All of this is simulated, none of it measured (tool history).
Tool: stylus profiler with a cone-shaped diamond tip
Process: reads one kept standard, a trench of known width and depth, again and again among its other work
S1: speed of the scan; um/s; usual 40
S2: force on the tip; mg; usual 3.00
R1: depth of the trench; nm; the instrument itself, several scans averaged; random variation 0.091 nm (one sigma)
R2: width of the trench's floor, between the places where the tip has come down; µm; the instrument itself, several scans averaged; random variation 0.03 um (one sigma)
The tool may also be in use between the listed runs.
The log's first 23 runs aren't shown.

run	hour	S1	S2	R1	R2
24	801.4	17	2.01	201.53	27.78
25	848.5	42	1.92	201.36	27.60
26	885.5	42	1.92	201.40	27.63
27	931.7	138	1.51	201.12	27.27
# hour 972.2: height scale calibrated on a step standard, once more
28	977.3	33	7.51	205.00	27.69
29	1017.2	33	7.51	205.03	27.74
30	1064.5	25	3.05	202.71	27.68
31	1113.7	12	4.12	203.40	27.73
32	1133.9	12	4.12	203.24	27.75
33	1178.9	12	4.12	203.28	27.71
34	1205.3	119	3.00	202.61	27.41
35	1242.5	96	2.03	202.12	27.45
36	1292.5	47	2.30	202.11	27.58
37	1335.8	32	5.22	203.97	27.64
38	1373.9	133	7.08	204.72	27.53
39	1401.3	10	3.45	202.76	27.74
40	1438.2	10	3.45	202.88	27.75
41	1475.2	24	1.42	201.52	27.64
42	1520.8	17	1.42	201.45	27.63
43	1552.7	17	1.42	201.50	27.67
44	1583.9	127	1.19	201.18	27.20

Forecast each of these 4 alternatives for the next run:
A	1628.7	14	3.00	?	?
B	1628.7	16	2.43	?	?
C	1628.7	116	2.64	?	?
D	1628.7	90	4.50	?	?

run	R1	R2
A	202.48	27.65
B	202.09	27.65
C	202.21	27.35
D	203.43	27.48
Without the tool's hidden state the same runs would have given:
run	R1	R2
A	202.77	28.01
B	202.38	28.01
C	202.50	27.70
D	203.72	27.84
